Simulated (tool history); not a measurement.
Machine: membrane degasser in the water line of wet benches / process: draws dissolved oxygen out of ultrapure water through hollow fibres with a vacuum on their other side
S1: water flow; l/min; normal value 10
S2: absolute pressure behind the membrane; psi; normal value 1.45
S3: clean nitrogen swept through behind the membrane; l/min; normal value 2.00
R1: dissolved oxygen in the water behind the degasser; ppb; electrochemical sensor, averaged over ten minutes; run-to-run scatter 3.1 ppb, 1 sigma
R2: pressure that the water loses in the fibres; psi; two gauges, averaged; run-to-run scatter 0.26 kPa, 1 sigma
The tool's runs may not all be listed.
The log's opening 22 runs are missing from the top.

| run | day | S1 | S2 | S3 | R1 | R2 |
|---|---|---|---|---|---|---|
| 23 | 43.258 | 9 | 2.63 | 2.84 | 302.0 | 8.969 |
| 24 | 44.488 | 12 | 3.51 | 1.37 | 673.1 | 11.886 |
| 25 | 46.817 | 12 | 3.51 | 1.37 | 696.8 | 11.921 |
|  | 48.308 | gauge calibrated |
| 26 | 48.850 | 8 | 3.23 | 4.52 | 242.1 | 8.095 |
| 27 | 51.629 | 15 | 3.23 | 2.67 | 616.5 | 15.114 |
| 28 | 52.833 | 15 | 3.23 | 2.67 | 622.4 | 15.158 |
| 29 | 54.846 | 15 | 3.23 | 2.67 | 620.5 | 15.177 |
| 30 | 57.638 | 15 | 3.23 | 2.67 | 624.8 | 15.094 |
| 31 | 58.979 | 7 | 3.54 | 1.56 | 351.1 | 7.050 |
| 32 | 60.275 | 7 | 3.54 | 1.56 | 346.2 | 6.995 |
| 33 | 61.492 | 14 | 1.45 | 1.79 | 474.2 | 14.069 |

What if the next run were any one of these 3? Each begins from the tool's condition after run 33:
| A | 63.862 | 10 | 1.04 | 3.16 | ? | ? |
| B | 63.862 | 13 | 1.25 | 1.18 | ? | ? |
| C | 63.862 | 7 | 1.15 | 5.68 | ? | ? |

| run | R1 | R2 |
|---|---|---|
| A | 257.4 | 10.071 |
| B | 447.3 | 13.079 |
| C | 144.4 | 7.062 |
The same runs, with their run-to-run variation unchanged, on a tool lacking any hidden condition would have given:
| run | R1 | R2 |
|---|---|---|
| A | 257.0 | 10.138 |
| B | 446.7 | 13.168 |
| C | 144.1 | 7.108 |
